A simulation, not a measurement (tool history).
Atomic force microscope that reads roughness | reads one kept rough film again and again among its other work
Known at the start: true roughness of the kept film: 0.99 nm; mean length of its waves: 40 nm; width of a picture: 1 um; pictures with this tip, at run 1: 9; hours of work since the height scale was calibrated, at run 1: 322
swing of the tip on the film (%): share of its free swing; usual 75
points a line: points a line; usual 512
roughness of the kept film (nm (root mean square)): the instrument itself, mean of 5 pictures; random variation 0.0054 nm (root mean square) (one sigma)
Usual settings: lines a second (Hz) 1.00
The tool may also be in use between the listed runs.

| run | day | lines a second (Hz) | swing of the tip on the film (%) | points a line | pictures with this tip | hours of work since the height scale was calibrated | roughness of the kept film (nm (root mean square)) |
|---|---|---|---|---|---|---|---|
| 1 | 0.000 | 1.00 | 75 | 512 | 9 | 322 | 0.912 |
| 2 | 2.071 | 1.00 | 75 | 512 | 69 | 344 | 0.917 |
|  | 4.567 | new tip fitted |
| 3 | 4.917 | 1.00 | 75 | 512 | 10 | 374 | 0.917 |
| 4 | 6.279 | 1.00 | 75 | 512 | 50 | 389 | 0.921 |
| 5 | 7.708 | 1.00 | 75 | 512 | 91 | 404 | 0.925 |
|  | 9.404 | new tip fitted |
| 6 | 9.404 | 1.00 | 75 | 512 | 0 | 422 | 0.911 |
| 7 | 12.017 | 1.00 | 75 | 512 | 77 | 449 | 0.921 |
| 8 | 13.850 | 1.00 | 75 | 512 | 130 | 469 | 0.915 |
|  | 14.258 | new tip fitted |
| 9 | 16.129 | 1.00 | 75 | 512 | 54 | 493 | 0.921 |
|  | 19.071 | new tip fitted |
| 10 | 19.096 | 1.00 | 75 | 512 | 1 | 524 | 0.914 |
| 11 | 21.658 | 1.00 | 75 | 512 | 76 | 551 | 0.916 |

4 ways to go on from here, each from the tool as it stands after run 11. What would each give?
|  | 23.942 | new tip fitted |
| A | 23.942 | 1.01 | 57 | 274 | 0 | 575 | ? |
|  | 23.942 | new tip fitted |
| B | 23.942 | 1.49 | 75 | 294 | 0 | 575 | ? |
|  | 23.942 | new tip fitted |
| C | 23.942 | 0.57 | 62 | 285 | 0 | 575 | ? |
|  | 23.942 | new tip fitted |
| D | 23.942 | 0.99 | 64 | 263 | 0 | 575 | ? |

| run | roughness of the kept film (nm (root mean square)) |
|---|---|
| A | 0.949 |
| B | 0.885 |
| C | 0.947 |
| D | 0.944 |
Without the tool's hidden state the same runs would have given:
| run | roughness of the kept film (nm (root mean square)) |
|---|---|
| A | 0.950 |
| B | 0.886 |
| C | 0.947 |
| D | 0.945 |
